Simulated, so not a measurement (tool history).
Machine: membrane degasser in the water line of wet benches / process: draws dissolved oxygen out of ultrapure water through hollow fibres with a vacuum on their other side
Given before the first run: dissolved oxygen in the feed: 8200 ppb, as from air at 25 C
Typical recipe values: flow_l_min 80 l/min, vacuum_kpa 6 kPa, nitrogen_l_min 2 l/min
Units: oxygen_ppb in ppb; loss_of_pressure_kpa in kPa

| run | hour | flow_l_min | vacuum_kpa | nitrogen_l_min | oxygen_ppb | loss_of_pressure_kpa |
|---|---|---|---|---|---|---|
| 1 | 0 | 80 | 6 | 2 | 266.3 | 53.19 |
| 2 | 33.6 | 80 | 6 | 2 | 269 | 53.11 |
| 3 | 71.1 | 80 | 6 | 2 | 272.6 | 52.97 |
| 4 | 133.2 | 80 | 6 | 5.57 | 142.6 | 52.86 |
| 5 | 191.9 | 80 | 6 | 5.57 | 142.7 | 52.54 |
| 6 | 244.5 | 80 | 6 | 5.57 | 141.1 | 52.95 |
| 7 | 288 | 80 | 6 | 5.57 | 143.4 | 52.33 |
| 8 | 348.7 | 80 | 6 | 5.57 | 139.9 | 52.06 |
| 9 | 403.1 | 80 | 4.76 | 2 | 171.1 | 52.38 |
| 10 | 462.8 | 80 | 4.79 | 2 | 173.4 | 52.26 |
| 11 | 516 | 80 | 6 | 2 | 266.2 | 52.38 |
| 12 | 568.3 | 65 | 6 | 2 | 214.5 | 42.68 |
| 13 | 616.7 | 65 | 6 | 2 | 216.5 | 42.4 |
| 14 | 650.1 | 65 | 6 | 2 | 216 | 42.57 |
| 15 | 699.2 | 65 | 6 | 2 | 218 | 42.47 |
| 16 | 761.2 | 64 | 6 | 4.55 | 116.2 | 41.63 |
| 17 | 797.6 | 55 | 3.83 | 2 | 53.6 | 36.17 |
| 18 | 855.7 | 55 | 3.83 | 2 | 53.1 | 35.37 |
|  | 891.7 | gauge calibrated |
| 19 | 903.5 | 52 | 9.94 | 5.07 | 173.1 | 34.6 |
| 20 | 929.4 | 80 | 11.95 | 2.15 | 666.1 | 53.2 |
| 21 | 955.1 | 56 | 11.51 | 0.97 | 826.7 | 37.27 |
| 22 | 997.7 | 52 | 6.32 | 0.97 | 320.7 | 34.49 |
| 23 | 1046.3 | 57 | 6 | 4.96 | 93.7 | 37.7 |
| 24 | 1106.5 | 121 | 6 | 1.37 | 507.9 | 79.55 |
| 25 | 1141.2 | 104 | 4.23 | 1.34 | 223.6 | 68.7 |
| 26 | 1185.8 | 124 | 11.02 | 2.04 | 883.3 | 81.45 |
| 27 | 1241.2 | 124 | 11.02 | 2.04 | 912.5 | 81.29 |
| 28 | 1292 | 124 | 10.89 | 0.88 | 1414.1 | 81.82 |
| 29 | 1324.2 | 124 | 10.89 | 0.88 | 1381.3 | 81.32 |

Branching from run 29: 3 alternative next runs. What would each branch give?
| A | 1365.7 | 80 | 6 | 2.4 | ? | ? |
| B | 1365.7 | 80 | 11.73 | 0.99 | ? | ? |
| C | 1365.7 | 80 | 6 | 2.88 | ? | ? |

| run | oxygen_ppb | loss_of_pressure_kpa |
|---|---|---|
| A | 237.9 | 52.07 |
| B | 1078.6 | 52.51 |
| C | 214 | 52.15 |
What these runs would have given with no unlogged condition in the tool:
| run | oxygen_ppb | loss_of_pressure_kpa |
|---|---|---|
| A | 237.8 | 52.67 |
| B | 1078.5 | 53.11 |
| C | 213.8 | 52.75 |

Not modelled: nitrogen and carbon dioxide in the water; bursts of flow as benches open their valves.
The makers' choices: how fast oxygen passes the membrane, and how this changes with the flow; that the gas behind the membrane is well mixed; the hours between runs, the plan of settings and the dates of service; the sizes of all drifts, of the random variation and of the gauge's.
